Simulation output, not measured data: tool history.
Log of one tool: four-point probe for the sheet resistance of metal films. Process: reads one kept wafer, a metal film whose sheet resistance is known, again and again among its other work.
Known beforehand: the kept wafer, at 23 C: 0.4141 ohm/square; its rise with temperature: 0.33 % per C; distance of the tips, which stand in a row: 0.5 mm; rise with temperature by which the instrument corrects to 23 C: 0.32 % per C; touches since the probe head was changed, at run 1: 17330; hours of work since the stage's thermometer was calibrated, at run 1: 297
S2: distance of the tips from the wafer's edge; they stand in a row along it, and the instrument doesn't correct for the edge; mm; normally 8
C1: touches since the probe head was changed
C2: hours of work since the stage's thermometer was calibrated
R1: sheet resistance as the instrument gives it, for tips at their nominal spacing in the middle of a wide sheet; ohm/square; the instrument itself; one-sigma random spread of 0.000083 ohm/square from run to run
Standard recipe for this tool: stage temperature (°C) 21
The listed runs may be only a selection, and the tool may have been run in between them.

Run 1, hour 0: usual settings; C1 17330; C2 297. Result: R1 0.41344 ohm/square.
Run 2, hour 8.7: usual settings; C1 17626; C2 302. Result: R1 0.413305 ohm/square.
Run 3, hour 24.6: usual settings; C1 18164; C2 311. Result: R1 0.413418 ohm/square.
Run 4, hour 40.8: usual settings but stage temperature (°C) 22; C1 18713; C2 321. Result: R1 0.413418 ohm/square.
Run 5, hour 55.8: usual settings but stage temperature (°C) 22; C1 19223; C2 330. Result: R1 0.413415 ohm/square.
Run 6, hour 70.1: usual settings but stage temperature (°C) 29; C1 19708; C2 338. Result: R1 0.413583 ohm/square.
Run 7, hour 78.5: usual settings but stage temperature (°C) 35; C1 19992; C2 343. Result: R1 0.413727 ohm/square.
Run 8, hour 86.8: usual settings but stage temperature (°C) 35; C1 20273; C2 348. Result: R1 0.413784 ohm/square.
Run 9, hour 100.9: usual settings but stage temperature (°C) 28; C1 20752; C2 356. Result: R1 0.413389 ohm/square.
Run 10, hour 108.1: usual settings; C1 20995; C2 360. Result: R1 0.413128 ohm/square.
Run 11, hour 115.2: usual settings; C1 21238; C2 364. Result: R1 0.413186 ohm/square.
Run 12, hour 125.6: usual settings; C1 21591; C2 370. Result: R1 0.413255 ohm/square.
Run 13, hour 139.2: usual settings; C1 22052; C2 378. Result: R1 0.413126 ohm/square.
Run 14, hour 149.2: usual settings; C1 22389; C2 384. Result: R1 0.413119 ohm/square.
Run 15, hour 157: usual settings; C1 22656; C2 388. Result: R1 0.413081 ohm/square.
Run 16, hour 164.1: usual settings; C1 22894; C2 393. Result: R1 0.413109 ohm/square.
Run 17, hour 174.4: usual settings; C1 23246; C2 399. Result: R1 0.413141 ohm/square.
Run 18, hour 183.5: usual settings; C1 23554; C2 404. Result: R1 0.413079 ohm/square.
Run 19, hour 194: usual settings; C1 23911; C2 410. Result: R1 0.413066 ohm/square.
Run 20, hour 200.9: usual settings; C1 24145; C2 414. Result: R1 0.41304 ohm/square.
Run 21, hour 208.3: usual settings; C1 24396; C2 418. Result: R1 0.413177 ohm/square.
Run 22, hour 220.4: usual settings; C1 24806; C2 425. Result: R1 0.412978 ohm/square.
Run 23, hour 232.1: usual settings; C1 25203; C2 432. Result: R1 0.412865 ohm/square.
Run 24, hour 247: usual settings but stage temperature (°C) 30, S2 12 mm; C1 25706; C2 441. Result: R1 0.41285 ohm/square.
Run 25, hour 259.5: usual settings but stage temperature (°C) 18, S2 4 mm; C1 26130; C2 448. Result: R1 0.415305 ohm/square.
Run 26, hour 275.5: usual settings but stage temperature (°C) 24, S2 4 mm; C1 26676; C2 457. Result: R1 0.415445 ohm/square.
Run 27, hour 291.9: usual settings but stage temperature (°C) 18, S2 53 mm; C1 27228; C2 467. Result: R1 0.411892 ohm/square.
Run 28, hour 308.2: usual settings but S2 58 mm; C1 27783; C2 476. Result: R1 0.412078 ohm/square.
Run 29, hour 324.3: usual settings but S2 58 mm; C1 28329; C2 486. Result: R1 0.411787 ohm/square.
Run 30, hour 341.1: usual settings but stage temperature (°C) 29, S2 12 mm; C1 28900; C2 496. Result: R1 0.412431 ohm/square.
Run 31, hour 357.8: usual settings; C1 29465; C2 505. Result: R1 0.412632 ohm/square.
Run 32, hour 374.1: usual settings but stage temperature (°C) 19, S2 15 mm; C1 30018; C2 515. Result: R1 0.411954 ohm/square.
Run 33, hour 383.4: usual settings but stage temperature (°C) 19, S2 15 mm; C1 30332; C2 520. Result: R1 0.411834 ohm/square.
Run 34, hour 395.5: usual settings but stage temperature (°C) 27, S2 14 mm; C1 30743; C2 527. Result: R1 0.41216 ohm/square.
Run 35, hour 403: usual settings but stage temperature (°C) 24, S2 5 mm; C1 30998; C2 532. Result: R1 0.413869 ohm/square.
Run 36, hour 415.3: usual settings but stage temperature (°C) 26, S2 22 mm; C1 31414; C2 539. Result: R1 0.41179 ohm/square.
Run 37, hour 424.6: usual settings but stage temperature (°C) 19; C1 31730; C2 544. Result: R1 0.4124 ohm/square.
Run 38, hour 436.2: usual settings but stage temperature (°C) 19; C1 32126; C2 551. Result: R1 0.412381 ohm/square.
Run 39, hour 446.8: usual settings but stage temperature (°C) 19, S2 14 mm; C1 32485; C2 557. Result: R1 0.411751 ohm/square.
Run 40, hour 461.4: usual settings but stage temperature (°C) 28, S2 12 mm; C1 32978; C2 565. Result: R1 0.412082 ohm/square.
Run 41, hour 476.4: usual settings but stage temperature (°C) 22, S2 15 mm; C1 33488; C2 574. Result: R1 0.411845 ohm/square.
Run 42, hour 492.4: usual settings but stage temperature (°C) 33, S2 28 mm; C1 34032; C2 584. Result: R1 0.411909 ohm/square.
Run 43, hour 501.1: usual settings but stage temperature (°C) 20, S2 5 mm; C1 34326; C2 589. Result: R1 0.413659 ohm/square.
Run 44, hour 510.1: usual settings but stage temperature (°C) 23, S2 6 mm; C1 34631; C2 594. Result: R1 0.412956 ohm/square.
Run 45, hour 526.9: usual settings but stage temperature (°C) 26, S2 23 mm; C1 35199; C2 604. Result: R1 0.41161 ohm/square.

Some steps in R1 between neighbouring runs. How much of each would the tool show without its hidden state too (settings, what came in, random variation), and how much is left for the hidden state, with any gauge scatter that isn't in both results?
What the log doesn't record here: inner tips' distance over the nominal, %; tips' flats over new ones', %; wafer's true temperature over the reading, C; drift of the gauge itself on sheet_ohm, %.
Run 3 -> 4: stage temperature (°C) 21 -> 22. R1 +0 ohm/square: hidden state -0.000041, all else +0.000041.
Run 24 -> 25: stage temperature (°C) 30 -> 18, S2 12 -> 4. R1 +0.002455 ohm/square: hidden state -0.000041, all else +0.002496.
Run 26 -> 27: stage temperature (°C) 24 -> 18, S2 4 -> 53. R1 -0.003553 ohm/square: hidden state -0.000023, all else -0.00353.
Run 30 -> 31: stage temperature (°C) 29 -> 21, S2 12 -> 8. R1 +0.000201 ohm/square: hidden state -0.000043, all else +0.000244.
Run 35 -> 36: stage temperature (°C) 24 -> 26, S2 5 -> 22. R1 -0.002079 ohm/square: hidden state -0.00002, all else -0.002059.

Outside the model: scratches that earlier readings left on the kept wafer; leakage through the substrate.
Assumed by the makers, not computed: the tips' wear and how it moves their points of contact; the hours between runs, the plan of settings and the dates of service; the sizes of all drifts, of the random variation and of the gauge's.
